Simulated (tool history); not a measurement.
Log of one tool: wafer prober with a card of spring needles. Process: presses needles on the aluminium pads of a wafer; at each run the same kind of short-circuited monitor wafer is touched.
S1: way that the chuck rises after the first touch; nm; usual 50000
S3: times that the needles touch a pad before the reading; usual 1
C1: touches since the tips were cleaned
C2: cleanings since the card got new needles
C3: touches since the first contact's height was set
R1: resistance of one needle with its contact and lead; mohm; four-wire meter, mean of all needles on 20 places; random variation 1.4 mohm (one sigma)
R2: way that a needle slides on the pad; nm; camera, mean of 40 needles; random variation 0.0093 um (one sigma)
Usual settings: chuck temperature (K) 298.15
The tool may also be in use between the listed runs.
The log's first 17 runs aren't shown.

Run 18, day 8.896: usual settings but S1 59000 nm, chuck temperature (K) 333.15; C1 4740; C2 19; C3 53827. Result: R1 124 mohm, R2 11941 nm.
Run 19, day 9.342: usual settings but S3 3; C1 6929; C2 19; C3 56016. Result: R1 118 mohm, R2 10132 nm.
At day 9.683: tips cleaned on abrasive film.
Run 20, day 9.946: usual settings but S1 44000 nm; C1 1281; C2 20; C3 58950. Result: R1 119 mohm, R2 8893 nm.
Run 21, day 10.304: usual settings but S1 34000 nm, chuck temperature (K) 335.15, S3 2; C1 3037; C2 20; C3 60706. Result: R1 130 mohm, R2 6882 nm.
Run 22, day 10.679: usual settings but S1 52000 nm, chuck temperature (K) 302.15, S3 2; C1 4867; C2 20; C3 62536. Result: R1 119 mohm, R2 10520 nm.
Run 23, day 11.325: usual settings but S1 52000 nm, chuck temperature (K) 314.15, S3 2; C1 8028; C2 20; C3 65697. Result: R1 119 mohm, R2 10530 nm.
At day 11.433: tips cleaned on abrasive film.
Run 24, day 11.867: usual settings but S3 2; C1 2123; C2 21; C3 68331. Result: R1 119 mohm, R2 10106 nm.
Run 25, day 12.467: usual settings but S1 56000 nm, chuck temperature (K) 331.15, S3 2; C1 5069; C2 21; C3 71277. Result: R1 121 mohm, R2 11338 nm.
At day 13.171: tips cleaned on abrasive film.
Run 26, day 13.196: usual settings but S1 56000 nm, chuck temperature (K) 331.15, S3 2; C1 129; C2 22; C3 74832. Result: R1 120 mohm, R2 11341 nm.
Run 27, day 13.775: usual settings but S1 33000 nm, chuck temperature (K) 331.15; C1 2955; C2 22; C3 77658. Result: R1 130 mohm, R2 6680 nm.
Run 28, day 14.108: usual settings but S3 2; C1 4591; C2 22; C3 79294. Result: R1 117 mohm, R2 10121 nm.
Run 29, day 14.717: usual settings but S1 33000 nm, chuck temperature (K) 344.15, S3 3; C1 7580; C2 22; C3 82283. Result: R1 132 mohm, R2 6679 nm.
At day 14.933: tips cleaned on abrasive film.
Run 30, day 15.454: usual settings but S1 30000 nm, chuck temperature (K) 311.15; C1 2542; C2 23; C3 85871. Result: R1 129 mohm, R2 6077 nm.
Run 31, day 16.075: usual settings but S1 69000 nm, chuck temperature (K) 311.15, S3 2; C1 5592; C2 23; C3 88921. Result: R1 118 mohm, R2 13959 nm.
Run 32, day 16.446: usual settings but S1 31000 nm, chuck temperature (K) 311.15; C1 7397; C2 23; C3 90726. Result: R1 130 mohm, R2 6287 nm.
At day 16.658: tips cleaned on abrasive film.
Run 33, day 17.129: usual settings but S1 36000 nm, chuck temperature (K) 343.15; C1 2301; C2 24; C3 94062. Result: R1 129 mohm, R2 7274 nm.
Run 34, day 17.746: usual settings but S1 41000 nm, chuck temperature (K) 343.15; C1 5311; C2 24; C3 97072. Result: R1 128 mohm, R2 8301 nm.
Run 35, day 18.083: usual settings but S1 41000 nm, chuck temperature (K) 343.15, S3 2; C1 6968; C2 24; C3 98729. Result: R1 128 mohm, R2 8286 nm.

Forecast each of these 4 alternatives for the next run:
At day 18.442: tips cleaned on abrasive film.
Run A, day 18.662: usual settings but S1 36000 nm, chuck temperature (K) 318.15, S3 2; C1 1076; C2 25; C3 101553. Result: R1 ?, R2 ?.
At day 18.442: tips cleaned on abrasive film.
Run B, day 18.662: usual settings but S1 61000 nm, chuck temperature (K) 355.15, S3 2; C1 1076; C2 25; C3 101553. Result: R1 ?, R2 ?.
At day 18.442: tips cleaned on abrasive film.
Run C, day 18.662: usual settings; C1 1076; C2 25; C3 101553. Result: R1 ?, R2 ?.
At day 18.442: tips cleaned on abrasive film.
Run D, day 18.662: usual settings but S1 34000 nm, chuck temperature (K) 343.15, S3 2; C1 1076; C2 25; C3 101553. Result: R1 ?, R2 ?.

run   R1     R2
  A  127   7291
  B  125  12360
  C  119  10128
  D  132   6869
Without the tool's hidden state the same runs would have given:
run   R1     R2
  A  127   7291
  B  125  12360
  C  118  10128
  D  132   6870
